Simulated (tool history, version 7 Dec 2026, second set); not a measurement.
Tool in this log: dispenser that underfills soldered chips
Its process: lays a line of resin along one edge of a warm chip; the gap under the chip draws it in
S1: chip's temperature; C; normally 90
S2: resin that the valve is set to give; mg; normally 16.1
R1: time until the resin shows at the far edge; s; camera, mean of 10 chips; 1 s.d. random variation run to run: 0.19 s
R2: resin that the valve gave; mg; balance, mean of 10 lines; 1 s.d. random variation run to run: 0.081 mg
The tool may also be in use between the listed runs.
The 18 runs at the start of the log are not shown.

run	hour	S1	S2	R1	R2
# hour 150.9: new syringe of resin
19	151.0	88	15.6	7.3	15.14
20	159.2	90	18.4	7.8	17.81
# hour 161.0: new syringe of resin
21	166.2	90	18.4	7.5	17.59
22	170.7	104	15.1	4.6	14.41
# hour 171.8: new syringe of resin
23	177.6	88	19.9	8.4	18.92
# hour 182.1: new syringe of resin
24	186.3	92	18.7	6.2	17.67
# hour 192.5: new syringe of resin
25	194.0	82	18.6	9.9	17.72
26	198.5	99	17.3	4.9	16.46
# hour 200.4: dispensing valve cleaned and set on the balance
# hour 203.7: new syringe of resin
27	208.2	99	17.3	5.1	17.33

Expected results for the next run?
# hour 214.0: new syringe of resin
28	214.0	99	17.3	?	?

Run 28 produced R1 4.7 s, R2 17.10 mg.
With the hidden condition absent and the run-to-run variation left alone, this run would have shown R1 5.0 s, R2 17.18 mg.

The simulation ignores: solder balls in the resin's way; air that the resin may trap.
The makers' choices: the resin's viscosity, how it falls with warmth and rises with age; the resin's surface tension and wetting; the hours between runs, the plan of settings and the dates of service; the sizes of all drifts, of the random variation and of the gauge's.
